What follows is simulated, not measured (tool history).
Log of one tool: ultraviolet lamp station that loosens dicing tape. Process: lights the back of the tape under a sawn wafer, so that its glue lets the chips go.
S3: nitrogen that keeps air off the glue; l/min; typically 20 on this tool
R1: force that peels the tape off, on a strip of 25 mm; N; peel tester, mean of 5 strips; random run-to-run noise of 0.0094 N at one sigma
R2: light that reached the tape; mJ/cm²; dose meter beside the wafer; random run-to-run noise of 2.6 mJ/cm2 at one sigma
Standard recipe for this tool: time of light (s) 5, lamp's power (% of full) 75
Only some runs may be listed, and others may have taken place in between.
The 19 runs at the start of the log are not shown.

{"run": 20, "hour": 340.3, "time of light (s)": 5, "lamp's power (% of full)": 75, "S3": 23, "R1": 0.675, "R2": 274}
{"run": 21, "hour": 365.1, "time of light (s)": 5, "lamp's power (% of full)": 71, "S3": 6, "R1": 2.233, "R2": 255}
{"run": 22, "hour": 389.3, "time of light (s)": 5, "lamp's power (% of full)": 75, "S3": 22, "R1": 0.71, "R2": 267}
{"run": 23, "hour": 408.5, "time of light (s)": 3, "lamp's power (% of full)": 75, "S3": 20, "R1": 2.176, "R2": 154}
{"run": 24, "hour": 433.6, "time of light (s)": 3, "lamp's power (% of full)": 64, "S3": 12, "R1": 3.457, "R2": 133}
{"run": 25, "hour": 447.2, "time of light (s)": 4, "lamp's power (% of full)": 75, "S3": 26, "R1": 1.163, "R2": 212}
{"run": 26, "hour": 461.6, "time of light (s)": 9, "lamp's power (% of full)": 73, "S3": 36, "R1": 0.105, "R2": 453}
{"run": 27, "hour": 473.4, "time of light (s)": 9, "lamp's power (% of full)": 72, "S3": 36, "R1": 0.116, "R2": 451}
{"run": 28, "hour": 487.3, "time of light (s)": 9, "lamp's power (% of full)": 72, "S3": 36, "R1": 0.12, "R2": 442}
{"run": 29, "hour": 500.6, "time of light (s)": 5, "lamp's power (% of full)": 78, "S3": 6, "R1": 2.036, "R2": 266}
{"run": 30, "hour": 525.9, "time of light (s)": 5, "lamp's power (% of full)": 83, "S3": 7, "R1": 1.686, "R2": 275}
{"run": 31, "hour": 550.7, "time of light (s)": 2, "lamp's power (% of full)": 68, "S3": 6, "R1": 6.052, "R2": 96}
{"run": 32, "hour": 562.7, "time of light (s)": 5, "lamp's power (% of full)": 61, "S3": 16, "R1": 1.69, "R2": 208}
{"run": 33, "hour": 579.0, "time of light (s)": 5, "lamp's power (% of full)": 61, "S3": 16, "R1": 1.724, "R2": 203}
{"run": 34, "hour": 595.8, "time of light (s)": 9, "lamp's power (% of full)": 61, "S3": 34, "R1": 0.208, "R2": 358}
{"run": 35, "hour": 619.8, "time of light (s)": 9, "lamp's power (% of full)": 61, "S3": 24, "R1": 0.306, "R2": 357}
{"run": 36, "hour": 644.1, "time of light (s)": 9, "lamp's power (% of full)": 94, "S3": 24, "R1": 0.1, "R2": 544}
{"run": 37, "hour": 670.8, "time of light (s)": 9, "lamp's power (% of full)": 94, "S3": 24, "R1": 0.112, "R2": 539}

Here are 5 independent what-if runs from the current tool condition. What would each one return?
{"hour": 673.7, "done": "lamp changed"}
{"run": "A", "hour": 688.3, "time of light (s)": 9, "lamp's power (% of full)": 94, "S3": 34, "R1": "?", "R2": "?"}
{"hour": 673.7, "done": "lamp changed"}
{"run": "B", "hour": 688.3, "time of light (s)": 4, "lamp's power (% of full)": 93, "S3": 10, "R1": "?", "R2": "?"}
{"hour": 673.7, "done": "lamp changed"}
{"run": "C", "hour": 688.3, "time of light (s)": 5, "lamp's power (% of full)": 75, "S3": 25, "R1": "?", "R2": "?"}
{"hour": 673.7, "done": "lamp changed"}
{"run": "D", "hour": 688.3, "time of light (s)": 3, "lamp's power (% of full)": 75, "S3": 31, "R1": "?", "R2": "?"}
{"hour": 673.7, "done": "lamp changed"}
{"run": "E", "hour": 688.3, "time of light (s)": 2, "lamp's power (% of full)": 94, "S3": 24, "R1": "?", "R2": "?"}

run=A R1=0.072 R2=729
run=B R1=0.965 R2=321
run=C R1=0.39 R2=323
run=D R1=1.215 R2=195
run=E R1=1.98 R2=163
The same runs, with their run-to-run variation unchanged, on a tool lacking any hidden condition would have given:
run=A R1=0.071 R2=781
run=B R1=0.822 R2=344
run=C R1=0.319 R2=346
run=D R1=1.048 R2=209
run=E R1=1.761 R2=175

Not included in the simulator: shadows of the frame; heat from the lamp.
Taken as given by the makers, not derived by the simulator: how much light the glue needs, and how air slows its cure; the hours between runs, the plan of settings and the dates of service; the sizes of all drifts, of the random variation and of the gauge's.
